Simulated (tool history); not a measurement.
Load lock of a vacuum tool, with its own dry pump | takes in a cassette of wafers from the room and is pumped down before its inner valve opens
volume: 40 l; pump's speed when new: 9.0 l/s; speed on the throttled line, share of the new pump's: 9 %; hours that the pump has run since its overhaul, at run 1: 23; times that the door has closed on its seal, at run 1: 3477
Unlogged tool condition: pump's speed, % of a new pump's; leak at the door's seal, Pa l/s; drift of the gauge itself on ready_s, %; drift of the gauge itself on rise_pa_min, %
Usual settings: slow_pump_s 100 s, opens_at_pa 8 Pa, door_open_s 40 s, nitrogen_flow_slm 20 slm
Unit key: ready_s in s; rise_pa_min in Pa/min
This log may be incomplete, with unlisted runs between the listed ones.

run,day,slow_pump_s,opens_at_pa,door_open_s,nitrogen_flow_slm,hours that the pump has run since its overhaul,times that the door has closed on its seal,"incoming humidity of the room's air, %",ready_s,rise_pa_min
1,0,100,8,40,20,23,3477,46,134.6,0.021
2,7.258,100,8,40,20,197,3853,44.8,133.3,0.027
3,15.488,100,8,40,20,395,4280,41.8,133,0.023
4,20.442,100,8,40,20,514,4537,44.3,133.9,0.027
5,29.604,100,8,40,20,733,5012,44.4,134,0.029
6,40.108,100,8,40,20,986,5557,44.9,133.9,0.029
7,44.438,100,8,40,20,1089,5781,45,134.4,0.029
8,50.988,100,8,40,20,1247,6121,46.2,134,0.032
9,57.712,100,8,40,20,1408,6470,46.7,134.2,0.037
10,67.5,100,8,97,20,1643,6977,44.8,133.8,0.038
11,75.308,84,8,40,20,1830,7382,43.9,120.3,0.034
12,84.4,100,8,40,24,2049,7854,46.7,134,0.042
13,94.146,100,8,40,24,2283,8359,44,134.2,0.044
14,99.762,100,8,40,24,2417,8651,45.2,134.5,0.033
15,105.883,100,8,40,24,2564,8968,43.1,134.8,0.041
16,111.979,100,8,40,24,2710,9284,43.4,133.4,0.041
17,120.567,100,8,40,24,2917,9729,46,136.2,0.047
18,126.025,100,8,40,35,3048,10012,43.8,135.5,0.047
19,131.933,100,8,228,35,3189,10319,46.7,134.9,0.055
20,140.158,184,10,228,35,3387,10745,45.4,209.4,0.058
21,146.229,184,10,228,35,3532,11060,45.7,208.4,0.063
22,151.279,184,10,228,35,3654,11322,46.3,209.7,0.064

Run 23 has not been measured yet. What should we expect?
23,160.062,184,10,228,35,3864,11778,45.1,?,?

Run 23 measured ready_s 210 s, rise_pa_min 0.064 Pa/min.
The same run, on a tool lacking any hidden state, would have yielded ready_s 208.6 s, rise_pa_min 0.031 Pa/min.
